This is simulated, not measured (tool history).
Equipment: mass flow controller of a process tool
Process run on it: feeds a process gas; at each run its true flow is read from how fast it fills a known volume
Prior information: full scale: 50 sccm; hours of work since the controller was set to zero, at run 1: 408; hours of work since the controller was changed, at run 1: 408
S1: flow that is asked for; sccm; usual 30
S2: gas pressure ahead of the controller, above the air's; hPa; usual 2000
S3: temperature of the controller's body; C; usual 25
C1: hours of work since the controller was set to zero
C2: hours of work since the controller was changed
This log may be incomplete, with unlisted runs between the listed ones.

run 1 hour=0.0 | S1=30 S2=2000 S3=25 | C1=408 C2=408 | true_flow_(%)=99.41
run 2 hour=38.5 | S1=30 S2=2000 S3=25 | C1=419 C2=419 | true_flow_(%)=99.53
run 3 hour=77.4 | S1=30 S2=2000 S3=29 | C1=431 C2=431 | true_flow_(%)=99.73
run 4 hour=121.8 | S1=26 S2=2000 S3=25 | C1=445 C2=445 | true_flow_(%)=99.40
run 5 hour=184.1 | S1=26 S2=1640 S3=25 | C1=463 C2=463 | true_flow_(%)=99.39
run 6 hour=219.3 | S1=26 S2=1640 S3=25 | C1=474 C2=474 | true_flow_(%)=99.31
run 7 hour=285.5 | S1=26 S2=1640 S3=25 | C1=494 C2=494 | true_flow_(%)=99.35
run 8 hour=352.5 | S1=26 S2=1640 S3=25 | C1=514 C2=514 | true_flow_(%)=99.28
run 9 hour=405.4 | S1=26 S2=1640 S3=25 | C1=530 C2=530 | true_flow_(%)=99.40
run 10 hour=475.5 | S1=26 S2=1640 S3=25 | C1=551 C2=551 | true_flow_(%)=99.43
run 11 hour=521.3 | S1=26 S2=1640 S3=25 | C1=565 C2=565 | true_flow_(%)=99.16
run 12 hour=590.6 | S1=30 S2=2000 S3=25 | C1=586 C2=586 | true_flow_(%)=99.30
run 13 hour=663.4 | S1=30 S2=2000 S3=23 | C1=608 C2=608 | true_flow_(%)=99.14
run 14 hour=700.0 | S1=30 S2=2000 S3=23 | C1=619 C2=619 | true_flow_(%)=99.06
run 15 hour=775.7 | S1=30 S2=2000 S3=25 | C1=642 C2=642 | true_flow_(%)=99.22
run 16 hour=831.6 | S1=30 S2=2770 S3=35 | C1=659 C2=659 | true_flow_(%)=100.05
run 17 hour=869.1 | S1=8 S2=2770 S3=35 | C1=671 C2=671 | true_flow_(%)=98.89
run 18 hour=911.1 | S1=8 S2=1880 S3=20 | C1=683 C2=683 | true_flow_(%)=97.93
run 19 hour=946.5 | S1=11 S2=2160 S3=26 | C1=694 C2=694 | true_flow_(%)=98.45
run 20 hour=991.1 | S1=15 S2=2010 S3=21 | C1=707 C2=707 | true_flow_(%)=98.27
run 21 hour=1029.7 | S1=15 S2=2010 S3=21 | C1=719 C2=719 | true_flow_(%)=98.49
run 22 hour=1070.7 | S1=15 S2=2200 S3=22 | C1=731 C2=731 | true_flow_(%)=98.33
run 23 hour=1117.8 | S1=11 S2=2710 S3=25 | C1=746 C2=746 | true_flow_(%)=98.24
run 24 hour=1151.3 | S1=35 S2=2030 S3=23 | C1=756 C2=756 | true_flow_(%)=99.06
run 25 hour=1220.0 | S1=27 S2=2270 S3=21 | C1=777 C2=777 | true_flow_(%)=98.73
run 26 hour=1265.2 | S1=27 S2=2270 S3=21 | C1=790 C2=790 | true_flow_(%)=98.72
run 27 hour=1308.7 | S1=27 S2=2270 S3=21 | C1=803 C2=803 | true_flow_(%)=98.78
run 28 hour=1375.0 | S1=15 S2=1910 S3=26 | C1=823 C2=823 | true_flow_(%)=98.67
run 29 hour=1410.5 | S1=15 S2=2640 S3=24 | C1=834 C2=834 | true_flow_(%)=98.41

5 ways to go on from here, each from the tool as it stands after run 29. What would each give?
run A hour=1486.0 | S1=15 S2=2690 S3=24 | C1=857 C2=857 | true_flow_(%)=?
run B hour=1486.0 | S1=30 S2=2000 S3=25 | C1=857 C2=857 | true_flow_(%)=?
run C hour=1486.0 | S1=49 S2=1850 S3=26 | C1=857 C2=857 | true_flow_(%)=?
run D hour=1486.0 | S1=7 S2=2250 S3=24 | C1=857 C2=857 | true_flow_(%)=?
run E hour=1486.0 | S1=15 S2=1690 S3=26 | C1=857 C2=857 | true_flow_(%)=?

run=A true_flow_(%)=98.39
run=B true_flow_(%)=99.13
run=C true_flow_(%)=99.73
run=D true_flow_(%)=97.59
run=E true_flow_(%)=98.81
What these runs would have given with no unlogged condition in the tool:
run=A true_flow_(%)=99.20
run=B true_flow_(%)=99.62
run=C true_flow_(%)=100.10
run=D true_flow_(%)=99.10
run=E true_flow_(%)=99.61
